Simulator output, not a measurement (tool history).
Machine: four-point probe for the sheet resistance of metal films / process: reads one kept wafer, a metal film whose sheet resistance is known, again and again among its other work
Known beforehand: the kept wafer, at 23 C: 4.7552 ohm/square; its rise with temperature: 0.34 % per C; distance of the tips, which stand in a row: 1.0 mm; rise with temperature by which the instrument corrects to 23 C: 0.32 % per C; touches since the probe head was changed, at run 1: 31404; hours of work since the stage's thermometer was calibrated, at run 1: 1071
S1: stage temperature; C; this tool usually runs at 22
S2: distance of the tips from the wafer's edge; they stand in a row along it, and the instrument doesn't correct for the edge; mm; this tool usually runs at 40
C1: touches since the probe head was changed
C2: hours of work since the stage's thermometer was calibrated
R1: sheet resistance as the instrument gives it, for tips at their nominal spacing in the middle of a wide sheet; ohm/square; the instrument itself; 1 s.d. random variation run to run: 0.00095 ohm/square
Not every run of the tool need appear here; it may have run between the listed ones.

run 1 hour=0 | S1=22 S2=40 | C1=31404 C2=1071 | R1=4.790773
run 2 hour=17.5 | S1=22 S2=40 | C1=32374 C2=1082 | R1=4.790793
run 3 hour=44.2 | S1=30 S2=40 | C1=33858 C2=1100 | R1=4.799578
run 4 hour=67.9 | S1=22 S2=40 | C1=35169 C2=1115 | R1=4.791227
run 5 hour=82.8 | S1=22 S2=40 | C1=35999 C2=1124 | R1=4.791399
run 6 hour=113 | S1=22 S2=40 | C1=37676 C2=1144 | R1=4.792791
run 7 hour=141.4 | S1=22 S2=40 | C1=39249 C2=1162 | R1=4.79294
run 8 hour=157.1 | S1=22 S2=40 | C1=40121 C2=1172 | R1=4.794196
-- hour=160.6 stage's thermometer calibrated
run 9 hour=189.2 | S1=22 S2=40 | C1=41874 C2=18 | R1=4.797892
run 10 hour=215.2 | S1=22 S2=40 | C1=43316 C2=35 | R1=4.797455
-- hour=230.8 stage's thermometer calibrated, once more
run 11 hour=232.8 | S1=22 S2=40 | C1=44267 C2=1 | R1=4.788002
run 12 hour=265.8 | S1=25 S2=21 | C1=46097 C2=23 | R1=4.796376
run 13 hour=281.2 | S1=30 S2=17 | C1=46949 C2=33 | R1=4.805823
run 14 hour=306 | S1=22 S2=49 | C1=48326 C2=49 | R1=4.7892
run 15 hour=333.4 | S1=25 S2=4 | C1=49849 C2=66 | R1=4.946711
run 16 hour=354.3 | S1=25 S2=43 | C1=51006 C2=80 | R1=4.793989
run 17 hour=377.1 | S1=20 S2=20 | C1=52270 C2=94 | R1=4.792438
run 18 hour=398.6 | S1=32 S2=16 | C1=53466 C2=108 | R1=4.810881
run 19 hour=426.9 | S1=31 S2=59 | C1=55031 C2=126 | R1=4.801739
run 20 hour=448.2 | S1=31 S2=59 | C1=56217 C2=140 | R1=4.802442

Predict each of these 3 candidate next runs independently; none follows another, all start after run 20:
run A hour=475.5 | S1=28 S2=4 | C1=57730 C2=158 | R1=?
run B hour=475.5 | S1=25 S2=42 | C1=57730 C2=158 | R1=?
run C hour=475.5 | S1=27 S2=28 | C1=57730 C2=158 | R1=?

run=A R1=4.954115
run=B R1=4.795711
run=C R1=4.801519
Stripped of hidden state, with their random variation kept, the same runs would have yielded:
run=A R1=4.915909
run=B R1=4.758629
run=C R1=4.764395
